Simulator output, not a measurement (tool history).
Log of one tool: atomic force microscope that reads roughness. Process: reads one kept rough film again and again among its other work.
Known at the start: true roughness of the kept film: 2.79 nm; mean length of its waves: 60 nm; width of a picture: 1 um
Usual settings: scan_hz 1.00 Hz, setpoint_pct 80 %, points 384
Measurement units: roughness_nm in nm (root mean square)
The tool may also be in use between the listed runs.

Run 1, hour 0.0: usual settings. Result: roughness_nm 2.462 nm (root mean square).
Run 2, hour 28.0: usual settings. Result: roughness_nm 2.467 nm (root mean square).
Run 3, hour 56.9: usual settings. Result: roughness_nm 2.479 nm (root mean square).
Run 4, hour 74.8: usual settings but setpoint_pct 81 %. Result: roughness_nm 2.467 nm (root mean square).
Run 5, hour 98.1: usual settings. Result: roughness_nm 2.460 nm (root mean square).
Run 6, hour 113.3: usual settings. Result: roughness_nm 2.460 nm (root mean square).
Run 7, hour 134.7: usual settings. Result: roughness_nm 2.464 nm (root mean square).
Run 8, hour 150.9: usual settings. Result: roughness_nm 2.457 nm (root mean square).
Run 9, hour 175.9: usual settings. Result: roughness_nm 2.471 nm (root mean square).
Run 10, hour 206.1: usual settings. Result: roughness_nm 2.462 nm (root mean square).
Run 11, hour 231.3: usual settings but setpoint_pct 71 %. Result: roughness_nm 2.564 nm (root mean square).
Run 12, hour 249.9: usual settings but setpoint_pct 86 %. Result: roughness_nm 2.386 nm (root mean square).
Run 13, hour 278.2: usual settings but setpoint_pct 86 %. Result: roughness_nm 2.393 nm (root mean square).
Run 14, hour 309.1: usual settings but setpoint_pct 86 %. Result: roughness_nm 2.383 nm (root mean square).
Run 15, hour 327.5: usual settings but setpoint_pct 65 %. Result: roughness_nm 2.603 nm (root mean square).
Run 16, hour 340.3: usual settings but setpoint_pct 90 %. Result: roughness_nm 2.316 nm (root mean square).
Run 17, hour 355.9: usual settings but setpoint_pct 90 %. Result: roughness_nm 2.321 nm (root mean square).
Run 18, hour 371.0: usual settings but scan_hz 1.16 Hz. Result: roughness_nm 2.422 nm (root mean square).
Run 19, hour 383.8: usual settings but scan_hz 1.16 Hz. Result: roughness_nm 2.418 nm (root mean square).
Run 20, hour 397.6: usual settings but scan_hz 1.26 Hz. Result: roughness_nm 2.405 nm (root mean square).
Run 21, hour 417.4: usual settings but scan_hz 1.64 Hz, setpoint_pct 61 %, points 518. Result: roughness_nm 2.572 nm (root mean square).
Run 22, hour 438.4: usual settings but scan_hz 0.67 Hz, setpoint_pct 89 %, points 375. Result: roughness_nm 2.447 nm (root mean square).
Run 23, hour 451.6: usual settings but scan_hz 0.61 Hz, points 1017. Result: roughness_nm 2.561 nm (root mean square).
Run 24, hour 475.7: usual settings but scan_hz 0.61 Hz, points 1017. Result: roughness_nm 2.569 nm (root mean square).
Run 25, hour 490.1: usual settings but setpoint_pct 89 %, points 409. Result: roughness_nm 2.358 nm (root mean square).
Run 26, hour 510.6: usual settings but setpoint_pct 89 %, points 409. Result: roughness_nm 2.342 nm (root mean square).
Run 27, hour 536.3: usual settings but scan_hz 0.65 Hz, setpoint_pct 89 %, points 409. Result: roughness_nm 2.475 nm (root mean square).
Run 28, hour 551.7: usual settings but scan_hz 0.65 Hz, setpoint_pct 89 %, points 409. Result: roughness_nm 2.458 nm (root mean square).
Run 29, hour 576.2: usual settings but scan_hz 0.65 Hz, setpoint_pct 65 %, points 939. Result: roughness_nm 2.629 nm (root mean square).
Run 30, hour 594.8: usual settings but scan_hz 2.77 Hz, setpoint_pct 82 %, points 261. Result: roughness_nm 2.064 nm (root mean square).
Run 31, hour 610.0: usual settings but scan_hz 2.77 Hz, setpoint_pct 82 %, points 261. Result: roughness_nm 2.051 nm (root mean square).
Run 32, hour 637.6: usual settings but setpoint_pct 62 %, points 447. Result: roughness_nm 2.625 nm (root mean square).
Run 33, hour 650.8: usual settings but scan_hz 1.94 Hz, setpoint_pct 83 %, points 540. Result: roughness_nm 2.175 nm (root mean square).
Run 34, hour 674.1: usual settings but scan_hz 2.76 Hz, setpoint_pct 57 %. Result: roughness_nm 2.512 nm (root mean square).
Run 35, hour 700.6: usual settings but scan_hz 2.76 Hz, setpoint_pct 57 %. Result: roughness_nm 2.540 nm (root mean square).
Run 36, hour 714.5: usual settings but scan_hz 2.76 Hz, setpoint_pct 57 %. Result: roughness_nm 2.519 nm (root mean square).
Run 37, hour 727.2: usual settings but scan_hz 2.76 Hz, setpoint_pct 57 %. Result: roughness_nm 2.537 nm (root mean square).
Run 38, hour 752.3: usual settings but scan_hz 0.61 Hz, setpoint_pct 77 %, points 990. Result: roughness_nm 2.612 nm (root mean square).
Run 39, hour 778.8: usual settings but scan_hz 0.61 Hz, setpoint_pct 63 %, points 990. Result: roughness_nm 2.654 nm (root mean square).

Between the runs listed above, the log contained 3 entries, not reproduced here. Where in the sequence does each belong, and how does what the log doesn't record of the tool's condition differ from the listed run before to the listed run after?
In the gap between runs 1 and 2: new tip fitted (hour 23.3)
  radius of the tip, nm: 7.6 -> 7
In the gap between runs 17 and 18: new tip fitted (hour 358.5)
  radius of the tip, nm: 7.7 -> 7
In the gap between runs 34 and 35: new tip fitted (hour 693.3)
  radius of the tip, nm: 7.6 -> 7
